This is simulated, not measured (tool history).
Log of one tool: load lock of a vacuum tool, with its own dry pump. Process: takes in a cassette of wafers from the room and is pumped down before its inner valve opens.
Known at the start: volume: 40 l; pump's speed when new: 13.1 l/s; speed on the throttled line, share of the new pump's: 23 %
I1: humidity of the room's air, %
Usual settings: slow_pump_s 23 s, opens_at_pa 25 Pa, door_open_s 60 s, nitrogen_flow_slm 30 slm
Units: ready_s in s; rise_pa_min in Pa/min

run 1 day=0.000 | slow_pump_s=23 opens_at_pa=25 door_open_s=60 nitrogen_flow_slm=30 | I1=44.5 | ready_s=44.3 rise_pa_min=0.071
run 2 day=4.921 | slow_pump_s=23 opens_at_pa=25 door_open_s=103 nitrogen_flow_slm=30 | I1=46.4 | ready_s=44.2 rise_pa_min=0.088
run 3 day=11.988 | slow_pump_s=23 opens_at_pa=25 door_open_s=60 nitrogen_flow_slm=30 | I1=41.8 | ready_s=44.2 rise_pa_min=0.074
run 4 day=17.804 | slow_pump_s=23 opens_at_pa=25 door_open_s=60 nitrogen_flow_slm=30 | I1=42.6 | ready_s=44.5 rise_pa_min=0.082
run 5 day=22.596 | slow_pump_s=23 opens_at_pa=20 door_open_s=60 nitrogen_flow_slm=30 | I1=44.2 | ready_s=44.5 rise_pa_min=0.083
run 6 day=31.204 | slow_pump_s=23 opens_at_pa=20 door_open_s=60 nitrogen_flow_slm=30 | I1=47.3 | ready_s=45.0 rise_pa_min=0.098
run 7 day=36.492 | slow_pump_s=17 opens_at_pa=20 door_open_s=60 nitrogen_flow_slm=30 | I1=45.7 | ready_s=40.8 rise_pa_min=0.102
run 8 day=43.258 | slow_pump_s=23 opens_at_pa=25 door_open_s=60 nitrogen_flow_slm=30 | I1=46.8 | ready_s=44.3 rise_pa_min=0.113
run 9 day=49.862 | slow_pump_s=23 opens_at_pa=25 door_open_s=60 nitrogen_flow_slm=30 | I1=46.5 | ready_s=44.4 rise_pa_min=0.123
run 10 day=56.812 | slow_pump_s=23 opens_at_pa=25 door_open_s=60 nitrogen_flow_slm=30 | I1=44.6 | ready_s=44.2 rise_pa_min=0.130
run 11 day=66.638 | slow_pump_s=23 opens_at_pa=25 door_open_s=78 nitrogen_flow_slm=30 | I1=47.0 | ready_s=44.5 rise_pa_min=0.152
run 12 day=73.475 | slow_pump_s=23 opens_at_pa=25 door_open_s=60 nitrogen_flow_slm=30 | I1=44.0 | ready_s=44.4 rise_pa_min=0.154
run 13 day=79.254 | slow_pump_s=23 opens_at_pa=25 door_open_s=60 nitrogen_flow_slm=30 | I1=43.3 | ready_s=44.5 rise_pa_min=0.155
run 14 day=85.275 | slow_pump_s=23 opens_at_pa=25 door_open_s=60 nitrogen_flow_slm=30 | I1=44.5 | ready_s=44.7 rise_pa_min=0.161
run 15 day=94.121 | slow_pump_s=23 opens_at_pa=25 door_open_s=60 nitrogen_flow_slm=30 | I1=44.3 | ready_s=44.6 rise_pa_min=0.178
run 16 day=100.150 | slow_pump_s=23 opens_at_pa=36 door_open_s=60 nitrogen_flow_slm=30 | I1=44.7 | ready_s=43.4 rise_pa_min=0.189
run 17 day=109.367 | slow_pump_s=23 opens_at_pa=25 door_open_s=60 nitrogen_flow_slm=37 | I1=45.0 | ready_s=45.0 rise_pa_min=0.197
run 18 day=115.900 | slow_pump_s=23 opens_at_pa=25 door_open_s=60 nitrogen_flow_slm=37 | I1=47.2 | ready_s=44.6 rise_pa_min=0.214
run 19 day=122.612 | slow_pump_s=23 opens_at_pa=25 door_open_s=60 nitrogen_flow_slm=37 | I1=44.4 | ready_s=44.5 rise_pa_min=0.218
run 20 day=128.871 | slow_pump_s=29 opens_at_pa=25 door_open_s=77 nitrogen_flow_slm=37 | I1=44.6 | ready_s=49.0 rise_pa_min=0.231
run 21 day=138.075 | slow_pump_s=15 opens_at_pa=25 door_open_s=97 nitrogen_flow_slm=37 | I1=43.1 | ready_s=38.4 rise_pa_min=0.261
run 22 day=144.475 | slow_pump_s=15 opens_at_pa=25 door_open_s=97 nitrogen_flow_slm=37 | I1=47.4 | ready_s=39.0 rise_pa_min=0.276
run 23 day=151.712 | slow_pump_s=22 opens_at_pa=25 door_open_s=158 nitrogen_flow_slm=16 | I1=45.7 | ready_s=43.8 rise_pa_min=0.327
run 24 day=160.608 | slow_pump_s=45 opens_at_pa=25 door_open_s=60 nitrogen_flow_slm=5 | I1=43.9 | ready_s=60.8 rise_pa_min=0.321
run 25 day=168.762 | slow_pump_s=12 opens_at_pa=18 door_open_s=66 nitrogen_flow_slm=5 | I1=41.2 | ready_s=37.9 rise_pa_min=0.344
run 26 day=177.746 | slow_pump_s=12 opens_at_pa=31 door_open_s=62 nitrogen_flow_slm=5 | I1=44.5 | ready_s=35.7 rise_pa_min=0.368
run 27 day=186.975 | slow_pump_s=12 opens_at_pa=23 door_open_s=62 nitrogen_flow_slm=5 | I1=44.0 | ready_s=37.1 rise_pa_min=0.382
run 28 day=191.808 | slow_pump_s=30 opens_at_pa=25 door_open_s=60 nitrogen_flow_slm=30 | I1=45.2 | ready_s=50.0 rise_pa_min=0.367
run 29 day=200.529 | slow_pump_s=31 opens_at_pa=34 door_open_s=182 nitrogen_flow_slm=30 | I1=41.5 | ready_s=50.1 rise_pa_min=0.415
run 30 day=207.712 | slow_pump_s=31 opens_at_pa=30 door_open_s=94 nitrogen_flow_slm=32 | I1=44.4 | ready_s=50.7 rise_pa_min=0.417
run 31 day=216.317 | slow_pump_s=20 opens_at_pa=25 door_open_s=29 nitrogen_flow_slm=26 | I1=45.8 | ready_s=43.4 rise_pa_min=0.412
run 32 day=223.729 | slow_pump_s=35 opens_at_pa=25 door_open_s=60 nitrogen_flow_slm=28 | I1=48.3 | ready_s=54.3 rise_pa_min=0.439
run 33 day=232.508 | slow_pump_s=23 opens_at_pa=40 door_open_s=43 nitrogen_flow_slm=30 | I1=50.8 | ready_s=43.5 rise_pa_min=0.464
run 34 day=238.842 | slow_pump_s=23 opens_at_pa=40 door_open_s=43 nitrogen_flow_slm=30 | I1=47.6 | ready_s=43.6 rise_pa_min=0.466
run 35 day=248.408 | slow_pump_s=23 opens_at_pa=26 door_open_s=60 nitrogen_flow_slm=8 | I1=47.0 | ready_s=45.0 rise_pa_min=0.553
run 36 day=254.025 | slow_pump_s=23 opens_at_pa=26 door_open_s=60 nitrogen_flow_slm=8 | I1=45.4 | ready_s=45.4 rise_pa_min=0.558
run 37 day=262.554 | slow_pump_s=23 opens_at_pa=20 door_open_s=55 nitrogen_flow_slm=30 | I1=42.0 | ready_s=46.2 rise_pa_min=0.538
run 38 day=268.150 | slow_pump_s=23 opens_at_pa=20 door_open_s=55 nitrogen_flow_slm=30 | I1=46.3 | ready_s=45.8 rise_pa_min=0.564

Hidden state or all else? Some run-to-run changes of ready_s, split into what the settings, what came in and random variation would give without the hidden state, and what is left for the hidden state (with any gauge scatter that isn't in both results):
The hidden state here: pump's speed, % of a new pump's; leak at the door's seal, Pa l/s; drift of the gauge itself on ready_s, %; drift of the gauge itself on rise_pa_min, %.
Run 23 -> 24: slow_pump_s 22 -> 45, door_open_s 158 -> 60, nitrogen_flow_slm 16 -> 5. ready_s +17.0 s: hidden state -0.4, all else +17.4.
Run 24 -> 25: slow_pump_s 45 -> 12, opens_at_pa 25 -> 18, door_open_s 60 -> 66. ready_s -22.9 s: hidden state +0.8, all else -23.7.
Run 27 -> 28: slow_pump_s 12 -> 30, opens_at_pa 23 -> 25, door_open_s 62 -> 60, nitrogen_flow_slm 5 -> 30. ready_s +12.9 s: hidden state -0.4, all else +13.3.
